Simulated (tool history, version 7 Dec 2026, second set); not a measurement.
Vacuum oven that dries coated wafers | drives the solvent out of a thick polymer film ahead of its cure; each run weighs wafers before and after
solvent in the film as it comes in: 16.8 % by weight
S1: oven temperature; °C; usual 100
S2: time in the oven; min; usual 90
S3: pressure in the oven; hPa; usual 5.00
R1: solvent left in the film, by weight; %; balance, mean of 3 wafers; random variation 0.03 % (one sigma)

{"run": 1, "hour": 0.0, "S1": 100, "S2": 90, "S3": 5.0, "R1": 1.6}
{"run": 2, "hour": 13.5, "S1": 100, "S2": 90, "S3": 5.0, "R1": 1.62}
{"run": 3, "hour": 34.3, "S1": 100, "S2": 90, "S3": 5.0, "R1": 1.67}
{"run": 4, "hour": 59.4, "S1": 100, "S2": 90, "S3": 5.0, "R1": 1.65}
{"run": 5, "hour": 86.4, "S1": 100, "S2": 90, "S3": 5.0, "R1": 1.62}
{"run": 6, "hour": 104.6, "S1": 100, "S2": 90, "S3": 7.65, "R1": 1.78}
{"run": 7, "hour": 128.4, "S1": 100, "S2": 90, "S3": 7.65, "R1": 1.81}
{"run": 8, "hour": 153.8, "S1": 100, "S2": 90, "S3": 7.65, "R1": 1.83}
{"run": 9, "hour": 182.0, "S1": 99, "S2": 90, "S3": 7.65, "R1": 1.94}

Forecast run 10:
{"run": 10, "hour": 202.3, "S1": 99, "S2": 90, "S3": 7.65, "R1": "?"}

Run 10 gave R1 2.03 %.
Without the tool's hidden state the same run would have given R1 1.71 %.
